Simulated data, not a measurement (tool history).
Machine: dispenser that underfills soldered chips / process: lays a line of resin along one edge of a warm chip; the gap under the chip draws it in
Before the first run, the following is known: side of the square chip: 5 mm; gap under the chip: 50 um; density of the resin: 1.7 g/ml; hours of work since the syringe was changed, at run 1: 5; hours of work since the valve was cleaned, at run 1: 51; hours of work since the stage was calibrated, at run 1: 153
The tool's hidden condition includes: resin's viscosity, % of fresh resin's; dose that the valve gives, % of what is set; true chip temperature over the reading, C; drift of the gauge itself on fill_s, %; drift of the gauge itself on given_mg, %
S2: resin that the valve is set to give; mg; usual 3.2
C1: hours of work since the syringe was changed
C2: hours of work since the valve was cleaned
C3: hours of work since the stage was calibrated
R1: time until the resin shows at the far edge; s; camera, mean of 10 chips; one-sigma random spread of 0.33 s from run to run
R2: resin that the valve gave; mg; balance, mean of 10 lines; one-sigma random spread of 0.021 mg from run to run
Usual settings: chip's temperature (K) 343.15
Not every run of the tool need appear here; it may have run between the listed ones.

{"run": 1, "hour": 0.0, "chip's temperature (K)": 343.15, "S2": 3.2, "C1": 5, "C2": 51, "C3": 153, "R1": 18.9, "R2": 3.12}
{"hour": 1.5, "done": "new syringe of resin"}
{"run": 2, "hour": 5.5, "chip's temperature (K)": 343.15, "S2": 3.2, "C1": 3, "C2": 55, "C3": 157, "R1": 16.3, "R2": 3.14}
{"hour": 9.1, "done": "new syringe of resin"}
{"run": 3, "hour": 9.8, "chip's temperature (K)": 343.15, "S2": 3.2, "C1": 0, "C2": 58, "C3": 160, "R1": 13.2, "R2": 3.12}
{"run": 4, "hour": 15.8, "chip's temperature (K)": 343.15, "S2": 3.2, "C1": 5, "C2": 62, "C3": 164, "R1": 19, "R2": 3.07}
{"hour": 16.7, "done": "new syringe of resin"}
{"run": 5, "hour": 22.4, "chip's temperature (K)": 343.15, "S2": 3.2, "C1": 4, "C2": 67, "C3": 169, "R1": 17.7, "R2": 3.07}
{"hour": 24.5, "done": "new syringe of resin"}
{"run": 6, "hour": 27.2, "chip's temperature (K)": 343.15, "S2": 3.2, "C1": 2, "C2": 71, "C3": 173, "R1": 15.2, "R2": 3.08}
{"hour": 32.2, "done": "new syringe of resin"}
{"run": 7, "hour": 34.2, "chip's temperature (K)": 343.15, "S2": 3.2, "C1": 2, "C2": 76, "C3": 178, "R1": 15.1, "R2": 3.07}
{"hour": 40.1, "done": "dispensing valve cleaned and set on the balance"}
{"hour": 41.0, "done": "new syringe of resin"}
{"run": 8, "hour": 42.2, "chip's temperature (K)": 343.15, "S2": 3.2, "C1": 1, "C2": 1, "C3": 183, "R1": 15.1, "R2": 3.18}
{"run": 9, "hour": 46.6, "chip's temperature (K)": 343.15, "S2": 3.2, "C1": 4, "C2": 5, "C3": 186, "R1": 18.1, "R2": 3.21}
{"hour": 48.6, "done": "new syringe of resin"}
{"run": 10, "hour": 51.2, "chip's temperature (K)": 343.15, "S2": 3.2, "C1": 2, "C2": 8, "C3": 190, "R1": 15.5, "R2": 3.17}
{"hour": 56.6, "done": "new syringe of resin"}
{"run": 11, "hour": 58.4, "chip's temperature (K)": 343.15, "S2": 3.2, "C1": 1, "C2": 13, "C3": 195, "R1": 15.1, "R2": 3.19}
{"hour": 64.4, "done": "new syringe of resin"}
{"run": 12, "hour": 65.5, "chip's temperature (K)": 343.15, "S2": 2.96, "C1": 1, "C2": 19, "C3": 200, "R1": 14.5, "R2": 2.92}
{"run": 13, "hour": 69.4, "chip's temperature (K)": 343.15, "S2": 3.2, "C1": 4, "C2": 22, "C3": 203, "R1": 17.2, "R2": 3.18}
{"hour": 72.3, "done": "new syringe of resin"}
{"run": 14, "hour": 74.8, "chip's temperature (K)": 343.15, "S2": 3.89, "C1": 2, "C2": 26, "C3": 207, "R1": 15.7, "R2": 3.86}
{"run": 15, "hour": 78.8, "chip's temperature (K)": 343.15, "S2": 3.2, "C1": 5, "C2": 29, "C3": 210, "R1": 18.3, "R2": 3.17}
{"hour": 79.9, "done": "new syringe of resin"}
{"run": 16, "hour": 83.8, "chip's temperature (K)": 343.15, "S2": 3.2, "C1": 3, "C2": 32, "C3": 214, "R1": 17.1, "R2": 3.12}
{"hour": 87.8, "done": "new syringe of resin"}
{"run": 17, "hour": 90.1, "chip's temperature (K)": 343.15, "S2": 3.2, "C1": 2, "C2": 37, "C3": 218, "R1": 15.4, "R2": 3.19}
{"hour": 95.5, "done": "new syringe of resin"}
{"run": 18, "hour": 97.5, "chip's temperature (K)": 343.15, "S2": 3.2, "C1": 2, "C2": 42, "C3": 224, "R1": 15.3, "R2": 3.12}
{"hour": 103.1, "done": "new syringe of resin"}
{"run": 19, "hour": 103.2, "chip's temperature (K)": 337.15, "S2": 3.4, "C1": 0, "C2": 46, "C3": 228, "R1": 19, "R2": 3.3}
{"run": 20, "hour": 110.1, "chip's temperature (K)": 337.15, "S2": 3.4, "C1": 5, "C2": 52, "C3": 233, "R1": 25.8, "R2": 3.28}
{"hour": 110.9, "done": "new syringe of resin"}
{"run": 21, "hour": 117.1, "chip's temperature (K)": 337.15, "S2": 3.4, "C1": 5, "C2": 57, "C3": 238, "R1": 25.1, "R2": 3.28}
{"hour": 118.9, "done": "new syringe of resin"}
{"run": 22, "hour": 122.4, "chip's temperature (K)": 329.15, "S2": 2.75, "C1": 3, "C2": 61, "C3": 242, "R1": 35.6, "R2": 2.66}
{"hour": 126.6, "done": "new syringe of resin"}
{"run": 23, "hour": 127.0, "chip's temperature (K)": 350.15, "S2": 2.91, "C1": 0, "C2": 64, "C3": 245, "R1": 9.9, "R2": 2.81}
{"run": 24, "hour": 133.4, "chip's temperature (K)": 348.15, "S2": 3.32, "C1": 5, "C2": 69, "C3": 250, "R1": 15.6, "R2": 3.21}
{"hour": 134.2, "done": "new syringe of resin"}
{"run": 25, "hour": 136.8, "chip's temperature (K)": 348.15, "S2": 4.2, "C1": 2, "C2": 71, "C3": 253, "R1": 12, "R2": 4.01}
{"run": 26, "hour": 140.6, "chip's temperature (K)": 342.15, "S2": 3.09, "C1": 5, "C2": 74, "C3": 256, "R1": 20.6, "R2": 3}
{"hour": 142.0, "done": "new syringe of resin"}
{"run": 27, "hour": 144.8, "chip's temperature (K)": 342.15, "S2": 3.09, "C1": 2, "C2": 77, "C3": 259, "R1": 17, "R2": 3}
{"hour": 149.1, "done": "dispensing valve cleaned and set on the balance"}
{"run": 28, "hour": 149.2, "chip's temperature (K)": 342.15, "S2": 3.09, "C1": 5, "C2": 0, "C3": 261, "R1": 19.4, "R2": 3.07}
{"hour": 151.0, "done": "new syringe of resin"}
{"run": 29, "hour": 154.2, "chip's temperature (K)": 342.15, "S2": 3.09, "C1": 2, "C2": 4, "C3": 265, "R1": 16.8, "R2": 3.09}
{"run": 30, "hour": 157.8, "chip's temperature (K)": 342.15, "S2": 3.09, "C1": 5, "C2": 6, "C3": 268, "R1": 20.2, "R2": 3.08}
{"hour": 158.7, "done": "new syringe of resin"}
{"run": 31, "hour": 161.6, "chip's temperature (K)": 342.15, "S2": 3.09, "C1": 2, "C2": 9, "C3": 270, "R1": 16.9, "R2": 3.07}
{"hour": 166.2, "done": "new syringe of resin"}
{"run": 32, "hour": 169.0, "chip's temperature (K)": 342.15, "S2": 3.09, "C1": 2, "C2": 15, "C3": 276, "R1": 16.8, "R2": 3.08}
{"run": 33, "hour": 172.9, "chip's temperature (K)": 342.15, "S2": 3.09, "C1": 5, "C2": 18, "C3": 279, "R1": 20.2, "R2": 3.08}
{"hour": 174.0, "done": "new syringe of resin"}
{"run": 34, "hour": 179.8, "chip's temperature (K)": 334.15, "S2": 3.2, "C1": 4, "C2": 23, "C3": 284, "R1": 29.4, "R2": 3.17}

Entry by entry between the runs, the difference in hidden state between the last listed run before and the first listed run after:
Logged between run 1 and run 2: new syringe of resin (hour 1.5)
  resin's viscosity, % of fresh resin's: 133.5 -> 120.2; dose that the valve gives, % of what is set: 97.37 -> 97.16; true chip temperature over the reading, C: -1.12 -> -1.15
  measured value less the no-hidden-state value, R1: +5.4 -> +3.6 s; R2: -0.09 -> -0.09 mg
Logged between run 2 and run 3: new syringe of resin (hour 9.1)
  resin's viscosity, % of fresh resin's: 120.2 -> 103.4; dose that the valve gives, % of what is set: 97.16 -> 97; true chip temperature over the reading, C: -1.15 -> -1.17
  measured value less the no-hidden-state value, R1: +3.6 -> +1.3 s; R2: -0.09 -> -0.1 mg
Logged between run 4 and run 5: new syringe of resin (hour 16.7)
  resin's viscosity, % of fresh resin's: 136.2 -> 128.7; dose that the valve gives, % of what is set: 96.76 -> 96.48; true chip temperature over the reading, C: -1.2 -> -1.24
  measured value less the no-hidden-state value, R1: +5.8 -> +4.8 s; R2: -0.11 -> -0.11 mg
Logged between run 5 and run 6: new syringe of resin (hour 24.5)
  resin's viscosity, % of fresh resin's: 128.7 -> 112.7; dose that the valve gives, % of what is set: 96.48 -> 96.29; true chip temperature over the reading, C: -1.24 -> -1.26
  measured value less the no-hidden-state value, R1: +4.8 -> +2.7 s; R2: -0.11 -> -0.12 mg
Logged between run 6 and run 7: new syringe of resin (hour 32.2)
  resin's viscosity, % of fresh resin's: 112.7 -> 109.1; dose that the valve gives, % of what is set: 96.29 -> 96.02; true chip temperature over the reading, C: -1.26 -> -1.3
  measured value less the no-hidden-state value, R1: +2.7 -> +2.2 s; R2: -0.12 -> -0.13 mg
Logged between run 7 and run 8: dispensing valve cleaned and set on the balance (hour 40.1); new syringe of resin (hour 41)
  resin's viscosity, % of fresh resin's: 109.1 -> 108.1; dose that the valve gives, % of what is set: 96.02 -> 100.05; true chip temperature over the reading, C: -1.3 -> -1.33
  measured value less the no-hidden-state value, R1: +2.2 -> +2 s; R2: -0.13 -> +0 mg
Logged between run 9 and run 10: new syringe of resin (hour 48.6)
  resin's viscosity, % of fresh resin's: 132.7 -> 112.1; dose that the valve gives, % of what is set: 99.86 -> 99.69; true chip temperature over the reading, C: -1.36 -> -1.38
  measured value less the no-hidden-state value, R1: +5.4 -> +2.6 s; R2: -0.01 -> -0.01 mg
Logged between run 10 and run 11: new syringe of resin (hour 56.6)
  resin's viscosity, % of fresh resin's: 112.1 -> 111.6; dose that the valve gives, % of what is set: 99.69 -> 99.4; true chip temperature over the reading, C: -1.38 -> -1.42
  measured value less the no-hidden-state value, R1: +2.6 -> +2.5 s; R2: -0.01 -> -0.02 mg
Logged between run 11 and run 12: new syringe of resin (hour 64.4)
  resin's viscosity, % of fresh resin's: 111.6 -> 104.7; dose that the valve gives, % of what is set: 99.4 -> 99.12; true chip temperature over the reading, C: -1.42 -> -1.46
  measured value less the no-hidden-state value, R1: +2.5 -> +1.7 s; R2: -0.02 -> -0.03 mg
Logged between run 13 and run 14: new syringe of resin (hour 72.3)
  resin's viscosity, % of fresh resin's: 124.9 -> 114.1; dose that the valve gives, % of what is set: 98.97 -> 98.76; true chip temperature over the reading, C: -1.48 -> -1.51
  measured value less the no-hidden-state value, R1: +4.5 -> +2.9 s; R2: -0.04 -> -0.05 mg
Logged between run 15 and run 16: new syringe of resin (hour 79.9)
  resin's viscosity, % of fresh resin's: 136.7 -> 119.2; dose that the valve gives, % of what is set: 98.6 -> 98.41; true chip temperature over the reading, C: -1.54 -> -1.56
  measured value less the no-hidden-state value, R1: +6.1 -> +3.8 s; R2: -0.05 -> -0.05 mg
Logged between run 16 and run 17: new syringe of resin (hour 87.8)
  resin's viscosity, % of fresh resin's: 119.2 -> 110.7; dose that the valve gives, % of what is set: 98.41 -> 98.16; true chip temperature over the reading, C: -1.56 -> -1.6
  measured value less the no-hidden-state value, R1: +3.8 -> +2.6 s; R2: -0.05 -> -0.05 mg
Logged between run 17 and run 18: new syringe of resin (hour 95.5)
  resin's viscosity, % of fresh resin's: 110.7 -> 110.3; dose that the valve gives, % of what is set: 98.16 -> 97.86; true chip temperature over the reading, C: -1.6 -> -1.64
  measured value less the no-hidden-state value, R1: +2.6 -> +2.6 s; R2: -0.05 -> -0.07 mg
Logged between run 18 and run 19: new syringe of resin (hour 103.1)
  resin's viscosity, % of fresh resin's: 110.3 -> 99.8; dose that the valve gives, % of what is set: 97.86 -> 97.66; true chip temperature over the reading, C: -1.64 -> -1.67
  measured value less the no-hidden-state value, R1: +2.6 -> +1.6 s; R2: -0.07 -> -0.07 mg
Logged between run 20 and run 21: new syringe of resin (hour 110.9)
  resin's viscosity, % of fresh resin's: 136.9 -> 132.8; dose that the valve gives, % of what is set: 97.39 -> 97.09; true chip temperature over the reading, C: -1.71 -> -1.75
  measured value less the no-hidden-state value, R1: +8.6 -> +8 s; R2: -0.09 -> -0.1 mg
Logged between run 21 and run 22: new syringe of resin (hour 118.9)
  resin's viscosity, % of fresh resin's: 132.8 -> 117.7; dose that the valve gives, % of what is set: 97.09 -> 96.91; true chip temperature over the reading, C: -1.75 -> -1.77
  measured value less the no-hidden-state value, R1: +8 -> +8.5 s; R2: -0.1 -> -0.09 mg
Logged between run 22 and run 23: new syringe of resin (hour 126.6)
  resin's viscosity, % of fresh resin's: 117.7 -> 104.1; dose that the valve gives, % of what is set: 96.91 -> 96.75; true chip temperature over the reading, C: -1.77 -> -1.8
  measured value less the no-hidden-state value, R1: +8.5 -> +1.3 s; R2: -0.09 -> -0.09 mg
Logged between run 24 and run 25: new syringe of resin (hour 134.2)
  resin's viscosity, % of fresh resin's: 139.3 -> 113.3; dose that the valve gives, % of what is set: 96.49 -> 96.37; true chip temperature over the reading, C: -1.83 -> -1.86
  measured value less the no-hidden-state value, R1: +5.4 -> +2.4 s; R2: -0.12 -> -0.15 mg
Logged between run 26 and run 27: new syringe of resin (hour 142)
  resin's viscosity, % of fresh resin's: 134.7 -> 114.4; dose that the valve gives, % of what is set: 96.24 -> 96.09; true chip temperature over the reading, C: -1.88 -> -1.9
  measured value less the no-hidden-state value, R1: +6.7 -> +3.6 s; R2: -0.12 -> -0.12 mg
Logged between run 27 and run 28: dispensing valve cleaned and set on the balance (hour 149.1)
  resin's viscosity, % of fresh resin's: 114.4 -> 133.6; dose that the valve gives, % of what is set: 96.09 -> 100.24; true chip temperature over the reading, C: -1.9 -> -1.92
  measured value less the no-hidden-state value, R1: +3.6 -> +6.4 s; R2: -0.12 -> +0.01 mg
Logged between run 28 and run 29: new syringe of resin (hour 151)
  resin's viscosity, % of fresh resin's: 133.6 -> 114.2; dose that the valve gives, % of what is set: 100.24 -> 100.07; true chip temperature over the reading, C: -1.92 -> -1.95
  measured value less the no-hidden-state value, R1: +6.4 -> +3.5 s; R2: +0.01 -> +0 mg
Logged between run 30 and run 31: new syringe of resin (hour 158.7)
  resin's viscosity, % of fresh resin's: 134.6 -> 116.6; dose that the valve gives, % of what is set: 99.92 -> 99.77; true chip temperature over the reading, C: -1.97 -> -1.99
  measured value less the no-hidden-state value, R1: +6.5 -> +3.9 s; R2: +0 -> -0.01 mg
Logged between run 31 and run 32: new syringe of resin (hour 166.2)
  resin's viscosity, % of fresh resin's: 116.6 -> 112.7; dose that the valve gives, % of what is set: 99.77 -> 99.48; true chip temperature over the reading, C: -1.99 -> -2.03
  measured value less the no-hidden-state value, R1: +3.9 -> +3.4 s; R2: -0.01 -> -0.01 mg
Logged between run 33 and run 34: new syringe of resin (hour 174)
  resin's viscosity, % of fresh resin's: 134.3 -> 132.9; dose that the valve gives, % of what is set: 99.32 -> 99.05; true chip temperature over the reading, C: -2.04 -> -2.08
  measured value less the no-hidden-state value, R1: +6.6 -> +9.8 s; R2: -0.02 -> -0.03 mg

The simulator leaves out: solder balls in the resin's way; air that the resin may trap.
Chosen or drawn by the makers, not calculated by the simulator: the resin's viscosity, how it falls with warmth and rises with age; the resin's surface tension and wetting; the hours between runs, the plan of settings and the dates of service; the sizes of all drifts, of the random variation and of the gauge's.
